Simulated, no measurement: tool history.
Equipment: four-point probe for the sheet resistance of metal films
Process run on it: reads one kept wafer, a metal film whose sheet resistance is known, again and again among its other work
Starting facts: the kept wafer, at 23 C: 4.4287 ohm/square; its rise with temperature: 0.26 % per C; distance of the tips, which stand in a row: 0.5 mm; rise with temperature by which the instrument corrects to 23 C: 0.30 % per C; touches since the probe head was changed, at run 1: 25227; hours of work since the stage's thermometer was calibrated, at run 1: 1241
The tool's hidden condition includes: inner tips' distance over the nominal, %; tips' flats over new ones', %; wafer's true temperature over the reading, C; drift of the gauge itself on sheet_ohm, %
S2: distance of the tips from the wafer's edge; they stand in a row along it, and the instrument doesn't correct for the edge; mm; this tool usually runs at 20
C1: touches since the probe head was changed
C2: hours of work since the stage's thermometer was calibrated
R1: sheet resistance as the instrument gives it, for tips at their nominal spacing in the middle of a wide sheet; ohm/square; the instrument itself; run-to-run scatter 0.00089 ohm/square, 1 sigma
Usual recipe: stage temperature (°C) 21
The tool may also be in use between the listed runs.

{"run": 1, "hour": 0.0, "stage temperature (°C)": 21, "S2": 20, "C1": 25227, "C2": 1241, "R1": 4.432884}
{"run": 2, "hour": 62.6, "stage temperature (°C)": 21, "S2": 20, "C1": 27683, "C2": 1271, "R1": 4.432757}
{"run": 3, "hour": 129.7, "stage temperature (°C)": 21, "S2": 20, "C1": 30313, "C2": 1303, "R1": 4.433091}
{"run": 4, "hour": 223.1, "stage temperature (°C)": 21, "S2": 20, "C1": 33978, "C2": 1347, "R1": 4.435051}
{"run": 5, "hour": 319.6, "stage temperature (°C)": 32, "S2": 20, "C1": 37760, "C2": 1393, "R1": 4.416366}
{"run": 6, "hour": 370.2, "stage temperature (°C)": 23, "S2": 20, "C1": 39746, "C2": 1417, "R1": 4.431639}
{"run": 7, "hour": 436.9, "stage temperature (°C)": 23, "S2": 20, "C1": 42363, "C2": 1449, "R1": 4.430986}
{"run": 8, "hour": 521.0, "stage temperature (°C)": 23, "S2": 20, "C1": 45659, "C2": 1489, "R1": 4.429302}
{"run": 9, "hour": 577.9, "stage temperature (°C)": 23, "S2": 20, "C1": 47892, "C2": 1516, "R1": 4.430751}
{"run": 10, "hour": 662.1, "stage temperature (°C)": 23, "S2": 20, "C1": 51193, "C2": 1556, "R1": 4.431225}
{"run": 11, "hour": 709.3, "stage temperature (°C)": 23, "S2": 20, "C1": 53046, "C2": 1579, "R1": 4.431807}
{"run": 12, "hour": 754.1, "stage temperature (°C)": 21, "S2": 20, "C1": 54800, "C2": 1600, "R1": 4.433474}
{"run": 13, "hour": 846.9, "stage temperature (°C)": 21, "S2": 20, "C1": 58442, "C2": 1644, "R1": 4.432496}
{"run": 14, "hour": 900.0, "stage temperature (°C)": 21, "S2": 20, "C1": 60521, "C2": 1670, "R1": 4.433814}
{"run": 15, "hour": 947.9, "stage temperature (°C)": 21, "S2": 20, "C1": 62401, "C2": 1692, "R1": 4.435013}
{"run": 16, "hour": 992.8, "stage temperature (°C)": 21, "S2": 20, "C1": 64163, "C2": 1714, "R1": 4.433401}
{"run": 17, "hour": 1042.1, "stage temperature (°C)": 21, "S2": 28, "C1": 66097, "C2": 1737, "R1": 4.434149}
{"run": 18, "hour": 1141.0, "stage temperature (°C)": 34, "S2": 20, "C1": 69976, "C2": 1784, "R1": 4.412517}
{"run": 19, "hour": 1195.7, "stage temperature (°C)": 22, "S2": 20, "C1": 72120, "C2": 1810, "R1": 4.43122}
{"run": 20, "hour": 1292.8, "stage temperature (°C)": 22, "S2": 20, "C1": 75925, "C2": 1857, "R1": 4.432843}
{"run": 21, "hour": 1364.6, "stage temperature (°C)": 22, "S2": 20, "C1": 78744, "C2": 1891, "R1": 4.430726}
{"run": 22, "hour": 1453.7, "stage temperature (°C)": 22, "S2": 20, "C1": 82235, "C2": 1933, "R1": 4.431417}
{"run": 23, "hour": 1499.3, "stage temperature (°C)": 25, "S2": 3, "C1": 84024, "C2": 1955, "R1": 4.489422}
{"run": 24, "hour": 1583.6, "stage temperature (°C)": 18, "S2": 6, "C1": 87330, "C2": 1995, "R1": 4.454247}
{"run": 25, "hour": 1632.2, "stage temperature (°C)": 18, "S2": 6, "C1": 89238, "C2": 2018, "R1": 4.453495}
{"run": 26, "hour": 1685.7, "stage temperature (°C)": 27, "S2": 31, "C1": 91335, "C2": 2044, "R1": 4.423688}
{"run": 27, "hour": 1746.1, "stage temperature (°C)": 24, "S2": 9, "C1": 93704, "C2": 2072, "R1": 4.433784}
{"hour": 1782.1, "done": "stage's thermometer calibrated"}
{"run": 28, "hour": 1817.2, "stage temperature (°C)": 27, "S2": 15, "C1": 96472, "C2": 17, "R1": 4.42598}
{"run": 29, "hour": 1909.4, "stage temperature (°C)": 31, "S2": 14, "C1": 100089, "C2": 61, "R1": 4.420558}
{"run": 30, "hour": 2001.6, "stage temperature (°C)": 31, "S2": 9, "C1": 103706, "C2": 105, "R1": 4.423394}
{"run": 31, "hour": 2078.9, "stage temperature (°C)": 21, "S2": 35, "C1": 106735, "C2": 141, "R1": 4.433365}
{"run": 32, "hour": 2139.3, "stage temperature (°C)": 21, "S2": 35, "C1": 109106, "C2": 170, "R1": 4.432768}
{"run": 33, "hour": 2237.0, "stage temperature (°C)": 20, "S2": 17, "C1": 112937, "C2": 217, "R1": 4.435265}
{"run": 34, "hour": 2325.8, "stage temperature (°C)": 20, "S2": 5, "C1": 116419, "C2": 259, "R1": 4.458769}
{"run": 35, "hour": 2370.5, "stage temperature (°C)": 20, "S2": 5, "C1": 118170, "C2": 280, "R1": 4.457396}
{"run": 36, "hour": 2422.0, "stage temperature (°C)": 22, "S2": 20, "C1": 120192, "C2": 305, "R1": 4.430023}
{"run": 37, "hour": 2522.0, "stage temperature (°C)": 25, "S2": 20, "C1": 124114, "C2": 352, "R1": 4.427311}
{"run": 38, "hour": 2566.2, "stage temperature (°C)": 19, "S2": 58, "C1": 125848, "C2": 373, "R1": 4.436195}
{"run": 39, "hour": 2646.4, "stage temperature (°C)": 34, "S2": 62, "C1": 128991, "C2": 411, "R1": 4.410644}
{"run": 40, "hour": 2727.9, "stage temperature (°C)": 23, "S2": 5, "C1": 132189, "C2": 450, "R1": 4.452351}
{"run": 41, "hour": 2776.9, "stage temperature (°C)": 23, "S2": 5, "C1": 134109, "C2": 474, "R1": 4.452592}
{"run": 42, "hour": 2874.4, "stage temperature (°C)": 20, "S2": 24, "C1": 137935, "C2": 520, "R1": 4.435958}
{"run": 43, "hour": 2943.1, "stage temperature (°C)": 26, "S2": 16, "C1": 140628, "C2": 553, "R1": 4.426773}
{"run": 44, "hour": 3044.6, "stage temperature (°C)": 23, "S2": 6, "C1": 144608, "C2": 601, "R1": 4.446184}

3 options for the next run, each taken on its own from the tool as it stands now. Forecast them:
{"run": "A", "hour": 3100.9, "stage temperature (°C)": 28, "S2": 25, "C1": 146816, "C2": 628, "R1": "?"}
{"run": "B", "hour": 3100.9, "stage temperature (°C)": 32, "S2": 19, "C1": 146816, "C2": 628, "R1": "?"}
{"run": "C", "hour": 3100.9, "stage temperature (°C)": 29, "S2": 11, "C1": 146816, "C2": 628, "R1": "?"}

run=A R1=4.422769
run=B R1=4.417043
run=C R1=4.424921
With no hidden state in the tool, these same runs would have given:
run=A R1=4.422383
run=B R1=4.416658
run=C R1=4.424535
